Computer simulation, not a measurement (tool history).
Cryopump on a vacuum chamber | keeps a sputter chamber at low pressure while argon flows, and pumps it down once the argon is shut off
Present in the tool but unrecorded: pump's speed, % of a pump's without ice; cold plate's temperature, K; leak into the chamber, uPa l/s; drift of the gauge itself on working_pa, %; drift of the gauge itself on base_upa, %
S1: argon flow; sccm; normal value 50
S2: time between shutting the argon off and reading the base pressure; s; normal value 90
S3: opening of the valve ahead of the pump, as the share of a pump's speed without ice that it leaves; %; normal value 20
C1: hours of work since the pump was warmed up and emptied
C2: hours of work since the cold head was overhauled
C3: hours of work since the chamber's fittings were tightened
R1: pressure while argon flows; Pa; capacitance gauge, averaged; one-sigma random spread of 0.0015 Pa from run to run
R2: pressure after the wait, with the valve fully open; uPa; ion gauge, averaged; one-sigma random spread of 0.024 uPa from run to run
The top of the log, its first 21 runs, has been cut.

{"run": 22, "hour": 1721.5, "S1": 66, "S2": 74, "S3": 30, "C1": 91, "C2": 2592, "C3": 540, "R1": 0.3244, "R2": 1.51}
{"run": 23, "hour": 1773.7, "S1": 50, "S2": 32, "S3": 31, "C1": 120, "C2": 2621, "C3": 570, "R1": 0.2412, "R2": 2.41}
{"run": 24, "hour": 1861.8, "S1": 50, "S2": 32, "S3": 31, "C1": 171, "C2": 2672, "C3": 620, "R1": 0.2414, "R2": 2.55}
{"run": 25, "hour": 1945.4, "S1": 53, "S2": 90, "S3": 20, "C1": 218, "C2": 2719, "C3": 668, "R1": 0.3991, "R2": 1.55}
{"run": 26, "hour": 1995.0, "S1": 47, "S2": 153, "S3": 49, "C1": 246, "C2": 2747, "C3": 696, "R1": 0.1556, "R2": 1.42}
{"run": 27, "hour": 2113.0, "S1": 33, "S2": 27, "S3": 49, "C1": 313, "C2": 2815, "C3": 763, "R1": 0.1139, "R2": 3.22}
{"run": 28, "hour": 2215.7, "S1": 59, "S2": 247, "S3": 39, "C1": 372, "C2": 2873, "C3": 822, "R1": 0.2552, "R2": 1.57}
{"hour": 2266.1, "done": "pump warmed up, emptied and cooled again"}
{"run": 29, "hour": 2309.4, "S1": 25, "S2": 247, "S3": 39, "C1": 25, "C2": 2923, "C3": 872, "R1": 0.0935, "R2": 1.23}
{"run": 30, "hour": 2420.4, "S1": 60, "S2": 62, "S3": 17, "C1": 88, "C2": 2987, "C3": 935, "R1": 0.5139, "R2": 1.98}
{"run": 31, "hour": 2517.9, "S1": 50, "S2": 180, "S3": 17, "C1": 143, "C2": 3042, "C3": 991, "R1": 0.4307, "R2": 1.53}
{"run": 32, "hour": 2568.5, "S1": 73, "S2": 84, "S3": 20, "C1": 172, "C2": 3071, "C3": 1020, "R1": 0.541, "R2": 1.96}
{"run": 33, "hour": 2675.1, "S1": 57, "S2": 270, "S3": 19, "C1": 233, "C2": 3132, "C3": 1080, "R1": 0.4503, "R2": 1.6}

Each row is a separate what-if for the run after 33, all from the same tool condition, not one after another. Results?
{"run": "A", "hour": 2762.9, "S1": 20, "S2": 36, "S3": 25, "C1": 283, "C2": 3182, "C3": 1130, "R1": "?", "R2": "?"}
{"run": "B", "hour": 2762.9, "S1": 57, "S2": 262, "S3": 19, "C1": 283, "C2": 3182, "C3": 1130, "R1": "?", "R2": "?"}
{"run": "C", "hour": 2762.9, "S1": 57, "S2": 31, "S3": 19, "C1": 283, "C2": 3182, "C3": 1130, "R1": "?", "R2": "?"}
{"run": "D", "hour": 2762.9, "S1": 50, "S2": 88, "S3": 20, "C1": 283, "C2": 3182, "C3": 1130, "R1": "?", "R2": "?"}
{"run": "E", "hour": 2762.9, "S1": 80, "S2": 270, "S3": 28, "C1": 283, "C2": 3182, "C3": 1130, "R1": "?", "R2": "?"}

run=A R1=0.1226 R2=3.07
run=B R1=0.4549 R2=1.73
run=C R1=0.4554 R2=3.38
run=D R1=0.3816 R2=2.15
run=E R1=0.4464 R2=1.76
With the hidden condition removed and each run's random variation left untouched, the same runs would have given:
run=A R1=0.1138 R2=1.74
run=B R1=0.4298 R2=0.44
run=C R1=0.4303 R2=2.03
run=D R1=0.3596 R2=0.86
run=E R1=0.4112 R2=0.46

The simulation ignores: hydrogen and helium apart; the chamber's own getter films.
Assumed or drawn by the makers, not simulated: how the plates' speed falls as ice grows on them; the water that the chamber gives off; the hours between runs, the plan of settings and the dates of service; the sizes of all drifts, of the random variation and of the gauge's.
